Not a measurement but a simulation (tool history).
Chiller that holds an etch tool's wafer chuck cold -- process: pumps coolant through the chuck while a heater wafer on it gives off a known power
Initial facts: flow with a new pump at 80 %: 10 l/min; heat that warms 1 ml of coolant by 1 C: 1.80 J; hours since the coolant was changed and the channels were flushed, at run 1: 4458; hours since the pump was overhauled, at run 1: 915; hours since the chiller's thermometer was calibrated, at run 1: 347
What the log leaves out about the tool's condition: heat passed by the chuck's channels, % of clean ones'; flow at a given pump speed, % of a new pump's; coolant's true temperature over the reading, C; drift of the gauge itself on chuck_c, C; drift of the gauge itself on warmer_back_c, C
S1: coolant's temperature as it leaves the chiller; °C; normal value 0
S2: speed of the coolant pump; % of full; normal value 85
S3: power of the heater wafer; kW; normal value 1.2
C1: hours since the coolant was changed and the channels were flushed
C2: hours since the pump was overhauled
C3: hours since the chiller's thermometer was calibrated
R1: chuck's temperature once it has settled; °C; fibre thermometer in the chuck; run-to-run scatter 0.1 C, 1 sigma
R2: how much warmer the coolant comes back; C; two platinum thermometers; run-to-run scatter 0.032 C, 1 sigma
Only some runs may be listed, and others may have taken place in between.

run,day,S1,S2,S3,C1,C2,C3,R1,R2
1,0,0,85,1.2,4458,915,347,9.4,3.84
2,1.462,0,89,1.2,4493,950,382,9.1,3.67
3,3.05,0,89,1.2,4531,988,420,9,3.64
4,4.108,0,89,1.2,4557,1013,446,9.1,3.7
5,5.062,0,85,1.2,4580,1036,468,9.5,3.83
6,6.025,0,97,1.2,4603,1059,492,8.5,3.42
7,6.667,0,97,1.2,4618,1075,507,8.4,3.43
8,7.654,0,91,1.427,4642,1098,531,10.8,4.3
# day 7.808: chiller's thermometer calibrated
9,9.158,0,75,1.427,4677,1133,32,12.8,5.21
10,10.6,0,83,1.617,4712,1168,67,13,5.33
# day 10.888: chiller's thermometer calibrated, once more
11,11.921,-9,70,1.18,4742,1199,25,2,4.63

Forecast each of these 4 alternatives for the next run:
A,13.204,1,71,1.135,4773,1229,56,?,?
B,13.204,6,72,1.18,4773,1229,56,?,?
C,13.204,1,64,1.2,4773,1229,56,?,?
D,13.204,-7,62,1.095,4773,1229,56,?,?

run,R1,R2
A,11.4,4.37
B,16.9,4.42
C,13.1,5.09
D,4.2,4.81
With the hidden condition removed and each run's random variation left untouched, the same runs would have given:
run,R1,R2
A,10.3,4.27
B,15.8,4.32
C,11.8,4.97
D,3,4.7
